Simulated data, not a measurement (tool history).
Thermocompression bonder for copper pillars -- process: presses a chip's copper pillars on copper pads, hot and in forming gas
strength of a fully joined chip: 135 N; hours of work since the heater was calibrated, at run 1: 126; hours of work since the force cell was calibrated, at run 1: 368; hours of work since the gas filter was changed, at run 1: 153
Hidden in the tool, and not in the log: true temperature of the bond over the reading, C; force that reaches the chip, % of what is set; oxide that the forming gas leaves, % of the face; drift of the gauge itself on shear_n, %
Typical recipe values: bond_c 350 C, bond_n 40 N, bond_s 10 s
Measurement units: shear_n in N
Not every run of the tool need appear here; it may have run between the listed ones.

run,hour,bond_c,bond_n,bond_s,hours of work since the heater was calibrated,hours of work since the force cell was calibrated,hours of work since the gas filter was changed,shear_n
1,0.0,350,40,10,126,368,153,54.7
2,34.9,350,40,10,148,390,176,54.3
3,82.9,350,40,10,179,421,206,53.9
4,103.2,350,40,10,192,435,220,54.0
5,137.3,350,40,10,214,456,242,53.3
6,181.8,350,25,10,243,485,270,35.4
7,223.1,350,25,10,269,512,297,35.3
# hour 249.3: forming gas filter changed
8,256.3,320,40,10,291,533,5,41.2
9,293.7,320,40,10,315,557,29,41.0
10,342.2,325,40,10,346,588,60,43.4
11,379.8,325,40,20,370,612,84,56.2
12,412.5,325,40,20,391,634,105,56.5
13,442.9,325,40,20,411,653,125,56.6
14,477.0,350,40,10,433,675,147,55.8
15,524.9,350,40,10,464,706,178,55.4
# hour 546.5: force cell calibrated
16,565.6,373,40,10,489,12,203,72.1
17,612.4,373,40,10,519,42,233,71.9
18,658.9,350,40,10,549,72,263,57.8
19,679.1,336,40,10,562,85,276,50.5
20,719.2,336,40,10,588,111,302,49.4
# hour 738.5: forming gas filter changed
21,748.7,338,40,7,607,130,7,48.5
22,782.9,350,37,18,629,152,29,72.9
23,822.9,350,37,18,654,178,54,71.5
24,843.9,336,37,6,668,191,68,41.5
25,889.5,336,37,6,697,221,97,41.0
26,919.9,336,37,6,717,240,117,40.3
27,961.0,336,37,6,743,267,143,40.1
28,991.5,336,37,6,763,287,163,39.5
29,1018.7,350,40,27,781,304,181,82.2
30,1040.7,342,40,10,795,318,195,55.4
31,1064.0,342,40,10,810,333,210,54.5
32,1084.3,342,40,10,823,346,223,54.7
# hour 1116.3: heater calibrated with a thermocouple chip
33,1125.9,324,59,6,6,372,248,45.3
34,1157.8,324,59,6,27,392,269,45.0
35,1196.6,321,31,10,52,417,294,29.2
# hour 1227.4: forming gas filter changed
36,1229.5,321,45,7,73,438,1,39.8
37,1275.8,329,27,14,102,468,31,36.5
38,1304.1,376,35,9,121,486,49,63.4
39,1324.1,376,35,9,134,499,62,63.0

Run by run, hidden condition taken away, random variation retained:
run,shear_n
1,58.5
2,58.5
3,58.5
4,58.9
5,58.4
6,39.2
7,39.3
8,41.7
9,41.7
10,44.5
11,57.9
12,58.5
13,59.0
14,58.8
15,58.9
16,73.0
17,73.5
18,58.9
19,51.3
20,50.5
21,45.0
22,69.1
23,68.2
24,38.9
25,38.8
26,38.3
27,38.3
28,38.0
29,81.8
30,54.3
31,53.5
32,54.0
33,50.2
34,50.0
35,32.8
36,40.7
37,37.6
38,65.7
39,65.5
